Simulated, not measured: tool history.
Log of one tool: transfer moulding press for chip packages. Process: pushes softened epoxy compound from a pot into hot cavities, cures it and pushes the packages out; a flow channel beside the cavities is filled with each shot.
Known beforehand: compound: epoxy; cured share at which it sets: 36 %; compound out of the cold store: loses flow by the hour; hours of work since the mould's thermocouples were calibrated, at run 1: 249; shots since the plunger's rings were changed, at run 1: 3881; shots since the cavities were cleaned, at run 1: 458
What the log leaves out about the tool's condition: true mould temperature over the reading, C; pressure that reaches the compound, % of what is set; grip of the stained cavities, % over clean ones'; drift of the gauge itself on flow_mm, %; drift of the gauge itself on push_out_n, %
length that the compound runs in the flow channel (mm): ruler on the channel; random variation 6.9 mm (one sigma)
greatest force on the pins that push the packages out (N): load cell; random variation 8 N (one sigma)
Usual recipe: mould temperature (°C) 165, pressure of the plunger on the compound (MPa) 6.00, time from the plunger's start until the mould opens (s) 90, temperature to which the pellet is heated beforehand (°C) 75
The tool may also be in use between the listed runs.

run,hour,mould temperature (°C),pressure of the plunger on the compound (MPa),time from the plunger's start until the mould opens (s),temperature to which the pellet is heated beforehand (°C),hours of work since the mould's thermocouples were calibrated,shots since the plunger's rings were changed,shots since the cavities were cleaned,incoming compound's hours out of the cold store,length that the compound runs in the flow channel (mm),greatest force on the pins that push the packages out (N)
1,0.0,165,6.00,90,75,249,3881,458,27.6,698,438
# hour 6.5: cavities cleaned with cleaning compound and waxed
2,17.5,165,6.00,90,75,259,4096,148,39.2,665,383
3,30.8,165,6.00,90,75,268,4275,327,28.0,685,417
# hour 46.6: cavities cleaned with cleaning compound and waxed
4,48.1,165,6.00,90,75,279,4487,19,12.0,725,355
5,58.3,165,6.00,90,75,286,4625,157,37.4,659,393
6,69.3,165,6.00,90,83,293,4774,306,31.8,664,437
7,77.8,165,6.00,90,83,299,4887,419,28.6,673,452
# hour 85.9: cavities cleaned with cleaning compound and waxed
8,90.2,165,6.00,90,83,306,5034,58,15.8,696,373
# hour 96.0: plunger's sealing rings changed
9,109.8,165,6.00,90,75,318,186,288,9.2,799,439
10,122.5,165,6.00,90,75,326,357,459,38.9,723,443
# hour 127.9: cavities cleaned with cleaning compound and waxed
11,135.5,165,6.00,90,75,334,512,103,8.2,802,379
12,146.6,165,6.00,90,75,341,661,252,26.8,746,399
13,158.5,165,6.00,90,75,349,821,412,10.9,772,476
# hour 168.2: cavities cleaned with cleaning compound and waxed
14,170.2,165,6.00,130,75,356,958,26,17.1,766,267
15,181.1,165,6.00,130,75,364,1105,173,27.0,729,282
16,197.0,159,6.00,90,84,374,1319,387,15.4,808,702
17,204.8,159,6.00,90,84,380,1424,492,14.2,790,758
# hour 207.9: cavities cleaned with cleaning compound and waxed
18,217.7,159,6.00,90,84,387,1577,132,31.1,743,560
19,231.9,159,4.86,101,84,397,1769,324,31.7,662,502
# hour 247.7: cavities cleaned with cleaning compound and waxed
20,251.4,166,6.34,126,75,409,2011,50,25.9,738,285
21,268.4,159,6.00,127,75,420,2240,279,12.1,785,380
22,285.0,165,6.00,96,75,431,2463,502,18.4,732,418
# hour 288.0: cavities cleaned with cleaning compound and waxed
23,300.7,165,6.00,96,75,441,2655,172,8.6,780,357
24,314.8,165,6.00,98,75,450,2844,361,44.0,666,375
25,325.1,168,5.05,91,76,457,2983,500,14.8,681,401
# hour 327.4: cavities cleaned with cleaning compound and waxed
26,341.8,168,5.05,130,65,468,3187,194,34.1,626,321
27,349.9,168,5.50,121,65,473,3296,303,37.1,635,344
28,359.2,160,7.09,74,72,479,3421,428,42.5,750,922
# hour 367.7: cavities cleaned with cleaning compound and waxed
29,379.1,160,7.09,74,72,492,3668,153,25.1,799,847

Across each entry between runs, compare the hidden state at the last listed run before it with the hidden state at the first listed run after it:
Runs 1 to 2: cavities cleaned with cleaning compound and waxed (hour 6.5)
  true mould temperature over the reading, C: 0.19 -> 0.21; pressure that reaches the compound, % of what is set: 84.83 -> 84.08; grip of the stained cavities, % over clean ones': 37.7 -> 14.9
  measured minus no-state result, length that the compound runs in the flow channel (mm): -61 -> -61; greatest force on the pins that push the packages out (N): +118 -> +46
Runs 3 to 4: cavities cleaned with cleaning compound and waxed (hour 46.6)
  true mould temperature over the reading, C: 0.22 -> 0.24; pressure that reaches the compound, % of what is set: 83.43 -> 82.67; grip of the stained cavities, % over clean ones': 29.1 -> 5
  measured minus no-state result, length that the compound runs in the flow channel (mm): -66 -> -73; greatest force on the pins that push the packages out (N): +90 -> +11
Runs 7 to 8: cavities cleaned with cleaning compound and waxed (hour 85.9)
  true mould temperature over the reading, C: 0.27 -> 0.28; pressure that reaches the compound, % of what is set: 81.26 -> 80.73; grip of the stained cavities, % over clean ones': 37.6 -> 5.8
  measured minus no-state result, length that the compound runs in the flow channel (mm): -75 -> -80; greatest force on the pins that push the packages out (N): +119 -> +15
Runs 8 to 9: plunger's sealing rings changed (hour 96.0)
  true mould temperature over the reading, C: 0.28 -> 0.3; pressure that reaches the compound, % of what is set: 80.73 -> 98.93; grip of the stained cavities, % over clean ones': 5.8 -> 27
  measured minus no-state result, length that the compound runs in the flow channel (mm): -80 -> -5; greatest force on the pins that push the packages out (N): +15 -> +87
Runs 10 to 11: cavities cleaned with cleaning compound and waxed (hour 127.9)
  true mould temperature over the reading, C: 0.31 -> 0.32; pressure that reaches the compound, % of what is set: 98.39 -> 97.85; grip of the stained cavities, % over clean ones': 39.1 -> 11
  measured minus no-state result, length that the compound runs in the flow channel (mm): -7 -> -10; greatest force on the pins that push the packages out (N): +119 -> +31
Runs 13 to 14: cavities cleaned with cleaning compound and waxed (hour 168.2)
  true mould temperature over the reading, C: 0.35 -> 0.36; pressure that reaches the compound, % of what is set: 96.78 -> 96.3; grip of the stained cavities, % over clean ones': 34.9 -> 3.3
  measured minus no-state result, length that the compound runs in the flow channel (mm): -15 -> -16; greatest force on the pins that push the packages out (N): +115 -> +8
Runs 17 to 18: cavities cleaned with cleaning compound and waxed (hour 207.9)
  true mould temperature over the reading, C: 0.39 -> 0.4; pressure that reaches the compound, % of what is set: 94.62 -> 94.08; grip of the stained cavities, % over clean ones': 41.5 -> 14.9
  measured minus no-state result, length that the compound runs in the flow channel (mm): -25 -> -25; greatest force on the pins that push the packages out (N): +203 -> +55
Runs 19 to 20: cavities cleaned with cleaning compound and waxed (hour 247.7)
  true mould temperature over the reading, C: 0.42 -> 0.44; pressure that reaches the compound, % of what is set: 93.39 -> 92.49; grip of the stained cavities, % over clean ones': 29.7 -> 6.4
  measured minus no-state result, length that the compound runs in the flow channel (mm): -25 -> -32; greatest force on the pins that push the packages out (N): +103 -> +16
Runs 22 to 23: cavities cleaned with cleaning compound and waxed (hour 288.0)
  true mould temperature over the reading, C: 0.47 -> 0.49; pressure that reaches the compound, % of what is set: 90.81 -> 90.13; grip of the stained cavities, % over clean ones': 41.9 -> 17.1
  measured minus no-state result, length that the compound runs in the flow channel (mm): -39 -> -44; greatest force on the pins that push the packages out (N): +118 -> +45
Runs 25 to 26: cavities cleaned with cleaning compound and waxed (hour 327.4)
  true mould temperature over the reading, C: 0.51 -> 0.53; pressure that reaches the compound, % of what is set: 88.95 -> 88.3; grip of the stained cavities, % over clean ones': 41.2 -> 19.5
  measured minus no-state result, length that the compound runs in the flow channel (mm): -44 -> -42; greatest force on the pins that push the packages out (N): +112 -> +52
Runs 28 to 29: cavities cleaned with cleaning compound and waxed (hour 367.7)
  true mould temperature over the reading, C: 0.54 -> 0.56; pressure that reaches the compound, % of what is set: 87.41 -> 86.56; grip of the stained cavities, % over clean ones': 37.6 -> 16.3
  measured minus no-state result, length that the compound runs in the flow channel (mm): -56 -> -63; greatest force on the pins that push the packages out (N): +224 -> +86

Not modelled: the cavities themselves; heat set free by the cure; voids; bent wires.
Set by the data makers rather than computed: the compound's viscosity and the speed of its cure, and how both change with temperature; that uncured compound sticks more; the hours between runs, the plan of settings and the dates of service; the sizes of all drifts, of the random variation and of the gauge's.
